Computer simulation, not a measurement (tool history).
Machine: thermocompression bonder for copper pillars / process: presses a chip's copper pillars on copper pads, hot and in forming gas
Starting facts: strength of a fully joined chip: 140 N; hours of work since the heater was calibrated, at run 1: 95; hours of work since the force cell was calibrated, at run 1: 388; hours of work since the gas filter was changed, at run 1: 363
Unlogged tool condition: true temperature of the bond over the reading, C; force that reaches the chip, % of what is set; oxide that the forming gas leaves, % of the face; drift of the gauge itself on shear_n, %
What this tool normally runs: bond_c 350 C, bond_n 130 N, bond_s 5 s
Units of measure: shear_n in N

run,hour,bond_c,bond_n,bond_s,hours of work since the heater was calibrated,hours of work since the force cell was calibrated,hours of work since the gas filter was changed,shear_n
1,0.0,350,130,5,95,388,363,68.9
2,10.1,350,130,14,103,396,371,94.1
3,20.2,350,130,5,111,404,379,68.3
# hour 26.9: forming gas filter changed
4,29.3,350,130,3,118,411,2,57.2
5,40.0,350,130,3,126,419,10,56.6
6,49.8,350,130,3,134,426,18,57.6
7,58.5,350,130,3,140,433,25,56.8
8,67.0,350,130,3,147,440,31,56.4
9,77.6,350,130,3,155,448,40,57.5
10,87.2,350,130,6,163,456,47,72.7
11,95.9,350,124,11,170,463,54,88.1
12,105.5,350,124,11,177,470,61,87.1
13,113.2,334,112,5,183,476,67,54.2
14,119.3,334,112,5,188,481,72,55.1
15,125.3,350,129,12,193,486,77,91.1
16,131.2,350,101,9,197,490,82,74.8
17,136.3,321,130,3,201,494,86,41.9

Predict each of these 5 candidate next runs independently; none follows another, all start after run 17:
A,146.7,339,107,3,209,502,94,?
B,146.7,352,130,8,209,502,94,?
C,146.7,358,189,8,209,502,94,?
D,146.7,348,91,11,209,502,94,?
E,146.7,337,118,8,209,502,94,?

run,shear_n
A,46.0
B,81.6
C,98.2
D,75.2
E,68.7
Had the tool no hidden state, the same runs would have come out as:
run,shear_n
A,46.0
B,81.7
C,98.3
D,75.3
E,68.8
